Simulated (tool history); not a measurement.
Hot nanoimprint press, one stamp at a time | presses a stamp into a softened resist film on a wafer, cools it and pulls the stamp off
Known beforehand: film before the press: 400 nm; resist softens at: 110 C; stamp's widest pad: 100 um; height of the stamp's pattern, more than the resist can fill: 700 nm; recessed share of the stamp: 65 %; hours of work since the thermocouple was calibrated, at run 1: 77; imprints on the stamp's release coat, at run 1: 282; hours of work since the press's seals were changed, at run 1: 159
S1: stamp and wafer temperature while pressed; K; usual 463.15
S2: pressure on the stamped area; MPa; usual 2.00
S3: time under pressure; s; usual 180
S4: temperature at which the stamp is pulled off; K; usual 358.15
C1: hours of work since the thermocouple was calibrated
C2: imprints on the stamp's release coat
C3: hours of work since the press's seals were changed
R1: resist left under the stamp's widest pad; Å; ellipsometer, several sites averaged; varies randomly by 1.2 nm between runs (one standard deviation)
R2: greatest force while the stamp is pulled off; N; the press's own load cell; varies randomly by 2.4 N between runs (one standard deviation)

run   hour      S1    S2   S3      S4   C1   C2   C3    R1   R2
  1    0.0  463.15  2.00  180  358.15   77  282  159  1737  122
  2    6.4  463.15  2.00  180  358.15   82  303  164  1753  126
  3   15.6  463.15  2.00  180  358.15   89  333  171  1763  122
  4   24.4  463.15  2.00  180  358.15   95  362  178  1744  122
  5   29.3  463.15  2.00  114  358.15   99  379  182  2091  126
  6   36.1  463.15  2.00  114  358.15  104  401  187  2106  131
  7   44.0  463.15  2.00  114  358.15  110  427  193  2094  127
  8   52.3  463.15  2.00  114  358.15  116  454  199  2119  130
  9   60.5  463.15  2.00  114  358.15  123  481  205  2100  122
 10   69.2  463.15  2.00  180  358.15  129  510  212  1744  126
 11   77.8  463.15  2.00  180  358.15  136  538  218  1772  131
 12   83.6  463.15  2.00  180  358.15  140  557  223  1755  131
 13   91.4  463.15  2.00  180  358.15  146  583  228  1765  130
      95.1  -- plate thermocouple calibrated
 14  101.3  463.15  2.00  180  358.15    5  606  234  1790  135
 15  107.2  463.15  2.00  106  345.15    9  625  238  2183  141
 16  115.6  461.15  2.91  106  365.15   16  653  245  2024  127
 17  121.8  451.15  2.00  113  358.15   20  673  249  3014  134
 18  130.0  451.15  2.00  113  358.15   26  700  255  3004  130
     134.6  -- plate thermocouple calibrated, once more
 19  139.8  471.15  1.89  180  358.15    4  723  260  1309  136
 20  146.1  454.15  2.10  197  349.15    9  743  265  2294  146
 21  154.2  463.15  1.24  180  358.15   15  770  271  2097  138
 22  163.9  463.15  2.00  180  347.15   22  802  279  1741  150
 23  169.8  463.15  3.14  254  358.15   27  822  283  1241  140

Across each entry between runs, compare the hidden state at the last listed run before it with the hidden state at the first listed run after it:
After run 13, before run 14: plate thermocouple calibrated (hour 95.1)
  true temperature over the reading, C: -0.48 -> -0.68; pressure that arrives at the usual setting, %: 99.42 -> 99.4; grip of the stamp's worn release coat, % over a new coat's: 19 -> 19.7
  measured value less the no-hidden-state value, R1: +35 -> +49 Å; R2: +21 -> +22 N
After run 18, before run 19: plate thermocouple calibrated, once more (hour 134.6)
  true temperature over the reading, C: -0.73 -> 0.02; pressure that arrives at the usual setting, %: 99.3 -> 99.27; grip of the stamp's worn release coat, % over a new coat's: 22.9 -> 23.7
  measured value less the no-hidden-state value, R1: +58 -> +3 Å; R2: +25 -> +26 N

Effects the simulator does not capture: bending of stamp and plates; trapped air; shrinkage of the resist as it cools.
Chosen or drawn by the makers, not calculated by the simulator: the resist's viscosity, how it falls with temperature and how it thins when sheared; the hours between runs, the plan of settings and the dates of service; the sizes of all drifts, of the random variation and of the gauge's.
